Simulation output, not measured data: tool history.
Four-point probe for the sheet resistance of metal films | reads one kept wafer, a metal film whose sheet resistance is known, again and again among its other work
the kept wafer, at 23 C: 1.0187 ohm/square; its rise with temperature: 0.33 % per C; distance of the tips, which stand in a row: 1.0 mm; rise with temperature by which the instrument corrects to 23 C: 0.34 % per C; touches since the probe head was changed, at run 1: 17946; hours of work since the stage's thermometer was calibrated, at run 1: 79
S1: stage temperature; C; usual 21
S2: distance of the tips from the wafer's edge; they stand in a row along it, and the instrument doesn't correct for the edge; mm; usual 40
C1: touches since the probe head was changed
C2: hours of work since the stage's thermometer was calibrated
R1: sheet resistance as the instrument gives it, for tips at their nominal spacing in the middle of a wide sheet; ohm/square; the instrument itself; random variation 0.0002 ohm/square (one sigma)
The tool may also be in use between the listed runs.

Run 1, hour 0.0: usual settings; C1 17946; C2 79. Result: R1 1.019191 ohm/square.
Run 2, hour 30.8: usual settings; C1 19528; C2 102. Result: R1 1.019410 ohm/square.
Run 3, hour 50.3: usual settings; C1 20530; C2 116. Result: R1 1.019396 ohm/square.
Run 4, hour 77.0: usual settings; C1 21901; C2 136. Result: R1 1.019142 ohm/square.
Run 5, hour 98.3: usual settings; C1 22992; C2 151. Result: R1 1.019067 ohm/square.
Run 6, hour 123.9: usual settings but S2 21 mm; C1 24309; C2 170. Result: R1 1.020517 ohm/square.
Run 7, hour 141.1: usual settings; C1 25189; C2 183. Result: R1 1.019308 ohm/square.
Run 8, hour 155.7: usual settings; C1 25939; C2 193. Result: R1 1.019487 ohm/square.

Forecast run 9:
Run 9, hour 181.0: usual settings; C1 27239; C2 212. Result: R1 ?.

R1: 1.018943 ohm/square
Without the tool's hidden state the same run would have given R1 1.018957 ohm/square.

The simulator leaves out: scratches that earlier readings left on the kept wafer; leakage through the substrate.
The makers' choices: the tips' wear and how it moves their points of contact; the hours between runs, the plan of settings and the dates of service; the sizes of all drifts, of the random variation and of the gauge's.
